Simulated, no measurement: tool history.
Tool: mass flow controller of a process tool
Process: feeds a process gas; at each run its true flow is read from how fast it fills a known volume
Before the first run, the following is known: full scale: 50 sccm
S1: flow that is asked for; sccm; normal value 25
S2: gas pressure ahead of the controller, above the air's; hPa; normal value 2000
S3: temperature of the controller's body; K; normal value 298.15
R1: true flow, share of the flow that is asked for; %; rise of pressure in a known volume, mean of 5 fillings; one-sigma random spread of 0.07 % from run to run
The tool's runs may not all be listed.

run    hour  S1    S2      S3     R1
  1     0.0  25  2000  298.15  96.22
  2   354.4  25  2000  300.15  96.03
  3   672.9   6  2000  298.15  98.23
  4  1083.6   6  2000  298.15  98.24
  5  1368.5  25  1830  298.15  96.02
  6  1834.6  25  1830  298.15  95.74
  7  2213.4  25  1830  298.15  95.79
  8  2484.4   9  1440  298.15  97.00
     2712.3  -- controller exchanged for a calibrated one
  9  3029.4   9  1440  298.15  98.19
 10  3436.2  15  1440  298.15  98.31
 11  3987.0   9  1550  310.15  97.33
 12  4363.9   9  1550  310.15  97.52
 13  4857.3   9  1550  301.15  97.86
 14  5424.3  48  2000  295.15  99.45

Here are 5 independent what-if runs from the current tool condition. What would each one return?
  A  5788.6   6  2000  298.15   ?
  B  5788.6  12  1660  301.15   ?
  C  5788.6  16  1590  297.15   ?
  D  5788.6  11  2390  299.15   ?
  E  5788.6  46  1690  296.15   ?

run     R1
  A  98.22
  B  97.53
  C  97.84
  D  97.42
  E  99.26
Without the tool's hidden state the same runs would have given:
run      R1
  A   97.23
  B   97.55
  C   98.12
  D   97.35
  E  100.05
